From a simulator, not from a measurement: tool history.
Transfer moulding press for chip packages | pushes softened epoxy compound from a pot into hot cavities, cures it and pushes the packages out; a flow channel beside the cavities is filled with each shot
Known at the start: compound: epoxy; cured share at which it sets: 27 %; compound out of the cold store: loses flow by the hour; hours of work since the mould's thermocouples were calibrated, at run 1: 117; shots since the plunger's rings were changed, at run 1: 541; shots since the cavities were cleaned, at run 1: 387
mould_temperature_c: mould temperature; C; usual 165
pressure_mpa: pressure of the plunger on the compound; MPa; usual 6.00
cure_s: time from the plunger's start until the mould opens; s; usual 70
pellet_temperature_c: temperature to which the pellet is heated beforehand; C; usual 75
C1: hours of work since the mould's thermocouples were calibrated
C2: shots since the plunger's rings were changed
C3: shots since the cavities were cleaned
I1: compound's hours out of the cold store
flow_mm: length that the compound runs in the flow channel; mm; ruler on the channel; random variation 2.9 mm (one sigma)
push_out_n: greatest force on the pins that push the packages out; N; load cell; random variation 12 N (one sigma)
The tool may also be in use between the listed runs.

run 1 hour=0.0 | mould_temperature_c=165 pressure_mpa=6.00 cure_s=70 pellet_temperature_c=75 | C1=117 C2=541 C3=387 | I1=44.2 | flow_mm=775 push_out_n=547
run 2 hour=8.1 | mould_temperature_c=165 pressure_mpa=5.26 cure_s=70 pellet_temperature_c=75 | C1=121 C2=637 C3=483 | I1=13.0 | flow_mm=824 push_out_n=590
run 3 hour=14.0 | mould_temperature_c=165 pressure_mpa=5.26 cure_s=70 pellet_temperature_c=75 | C1=124 C2=708 C3=554 | I1=29.6 | flow_mm=771 push_out_n=566
run 4 hour=18.2 | mould_temperature_c=161 pressure_mpa=6.00 cure_s=70 pellet_temperature_c=75 | C1=126 C2=758 C3=604 | I1=28.5 | flow_mm=838 push_out_n=719
run 5 hour=24.5 | mould_temperature_c=161 pressure_mpa=7.07 cure_s=70 pellet_temperature_c=75 | C1=129 C2=832 C3=678 | I1=33.9 | flow_mm=895 push_out_n=745
run 6 hour=28.6 | mould_temperature_c=161 pressure_mpa=7.07 cure_s=70 pellet_temperature_c=75 | C1=131 C2=881 C3=727 | I1=46.3 | flow_mm=852 push_out_n=730
-- hour=35.6 cavities cleaned with cleaning compound and waxed
run 7 hour=40.0 | mould_temperature_c=165 pressure_mpa=6.55 cure_s=70 pellet_temperature_c=75 | C1=136 C2=998 C3=51 | I1=14.7 | flow_mm=907 push_out_n=549
run 8 hour=47.4 | mould_temperature_c=165 pressure_mpa=6.55 cure_s=70 pellet_temperature_c=75 | C1=139 C2=1086 C3=139 | I1=22.0 | flow_mm=888 push_out_n=568
run 9 hour=55.3 | mould_temperature_c=165 pressure_mpa=6.00 cure_s=70 pellet_temperature_c=75 | C1=143 C2=1180 C3=233 | I1=38.5 | flow_mm=794 push_out_n=560
run 10 hour=62.9 | mould_temperature_c=165 pressure_mpa=6.00 cure_s=70 pellet_temperature_c=75 | C1=147 C2=1271 C3=324 | I1=46.6 | flow_mm=773 push_out_n=519
run 11 hour=71.5 | mould_temperature_c=165 pressure_mpa=6.00 cure_s=70 pellet_temperature_c=75 | C1=151 C2=1372 C3=425 | I1=20.7 | flow_mm=848 push_out_n=556
run 12 hour=78.9 | mould_temperature_c=165 pressure_mpa=6.00 cure_s=70 pellet_temperature_c=75 | C1=155 C2=1460 C3=513 | I1=11.1 | flow_mm=883 push_out_n=584
run 13 hour=86.5 | mould_temperature_c=165 pressure_mpa=6.00 cure_s=70 pellet_temperature_c=75 | C1=158 C2=1551 C3=604 | I1=40.1 | flow_mm=784 push_out_n=550
run 14 hour=92.8 | mould_temperature_c=165 pressure_mpa=6.00 cure_s=70 pellet_temperature_c=75 | C1=161 C2=1625 C3=678 | I1=20.1 | flow_mm=855 push_out_n=557
run 15 hour=99.0 | mould_temperature_c=165 pressure_mpa=6.00 cure_s=70 pellet_temperature_c=75 | C1=164 C2=1699 C3=752 | I1=11.0 | flow_mm=886 push_out_n=579
-- hour=103.8 cavities cleaned with cleaning compound and waxed
run 16 hour=109.3 | mould_temperature_c=165 pressure_mpa=6.00 cure_s=70 pellet_temperature_c=75 | C1=169 C2=1803 C3=64 | I1=19.5 | flow_mm=856 push_out_n=580
run 17 hour=115.2 | mould_temperature_c=167 pressure_mpa=5.22 cure_s=67 pellet_temperature_c=67 | C1=171 C2=1873 C3=134 | I1=9.8 | flow_mm=826 push_out_n=543
run 18 hour=119.6 | mould_temperature_c=165 pressure_mpa=5.75 cure_s=108 pellet_temperature_c=75 | C1=174 C2=1926 C3=187 | I1=14.5 | flow_mm=854 push_out_n=443

Run 19 comes next. What will it give?
run 19 hour=127.0 | mould_temperature_c=165 pressure_mpa=5.22 cure_s=70 pellet_temperature_c=69 | C1=177 C2=2014 C3=275 | I1=8.5 | flow_mm=? push_out_n=?

{"run 19": {"flow_mm": 834, "push_out_n": 611}}
Without the tool's hidden state the same run would have given flow_mm 835 mm, push_out_n 604 N.

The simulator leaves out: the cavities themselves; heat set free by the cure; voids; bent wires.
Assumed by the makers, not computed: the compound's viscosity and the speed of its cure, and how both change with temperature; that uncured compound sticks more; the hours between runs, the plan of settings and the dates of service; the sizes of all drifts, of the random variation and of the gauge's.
